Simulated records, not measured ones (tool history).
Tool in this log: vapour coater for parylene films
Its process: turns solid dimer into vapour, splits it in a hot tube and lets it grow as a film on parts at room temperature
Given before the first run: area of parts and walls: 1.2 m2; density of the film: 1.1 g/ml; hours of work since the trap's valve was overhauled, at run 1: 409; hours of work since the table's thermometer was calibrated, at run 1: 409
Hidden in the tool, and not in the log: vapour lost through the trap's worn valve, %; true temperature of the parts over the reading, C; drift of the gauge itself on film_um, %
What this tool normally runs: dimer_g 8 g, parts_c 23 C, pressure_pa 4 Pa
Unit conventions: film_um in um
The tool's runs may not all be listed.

| run | hour | dimer_g | parts_c | pressure_pa | hours of work since the trap's valve was overhauled | hours of work since the table's thermometer was calibrated | film_um |
|---|---|---|---|---|---|---|---|
| 1 | 0 | 8 | 23 | 4 | 409 | 409 | 4.67 |
| 2 | 21.8 | 8 | 23 | 4 | 426 | 426 | 4.72 |
| 3 | 63.2 | 8 | 23 | 4 | 457 | 457 | 4.63 |
| 4 | 86.6 | 8 | 23 | 4 | 475 | 475 | 4.67 |
| 5 | 118 | 8 | 23 | 4 | 499 | 499 | 4.64 |
| 6 | 169.4 | 8 | 23 | 5.87 | 538 | 538 | 4.43 |
| 7 | 205 | 8 | 23 | 5.87 | 565 | 565 | 4.41 |
| 8 | 244.2 | 9 | 23 | 5.87 | 595 | 595 | 4.95 |
| 9 | 269.1 | 8 | 23 | 4 | 613 | 613 | 4.59 |
|  | 280.4 | trap's valve overhauled |
| 10 | 307.3 | 8 | 23 | 4 | 20 | 639 | 4.78 |
| 11 | 349.7 | 8 | 23 | 4 | 53 | 672 | 4.77 |
| 12 | 393.3 | 5 | 23 | 3.43 | 86 | 705 | 3.08 |
| 13 | 430.1 | 8 | 30 | 5.75 | 114 | 733 | 3.5 |
| 14 | 471.7 | 8 | 30 | 5.75 | 145 | 764 | 3.53 |
| 15 | 495.3 | 6 | 30 | 2.62 | 163 | 782 | 2.9 |
| 16 | 544.5 | 10 | 21 | 2.32 | 201 | 820 | 6.73 |
| 17 | 590.8 | 10 | 26 | 5.85 | 236 | 855 | 4.98 |
| 18 | 643 | 8 | 23 | 10.3 | 275 | 894 | 4.22 |
| 19 | 669.4 | 8 | 21 | 4 | 296 | 915 | 4.98 |
|  | 723.4 | table's thermometer calibrated |
| 20 | 723.4 | 8 | 20 | 4 | 336 | 0 | 5.29 |
| 21 | 764.5 | 8 | 23 | 5.86 | 367 | 31 | 4.53 |
| 22 | 795.4 | 8 | 23 | 5.86 | 391 | 55 | 4.52 |

3 options for the next run, each taken on its own from the tool as it stands now. Forecast them:
| A | 841.9 | 4 | 23 | 4 | 426 | 90 | ? |
| B | 841.9 | 6 | 34 | 4 | 426 | 90 | ? |
| C | 841.9 | 8 | 30 | 4 | 426 | 90 | ? |

| run | film_um |
|---|---|
| A | 2.36 |
| B | 2.36 |
| C | 3.62 |
Without the tool's unlogged condition, the same runs would have read:
| run | film_um |
|---|---|
| A | 2.44 |
| B | 2.45 |
| C | 3.75 |
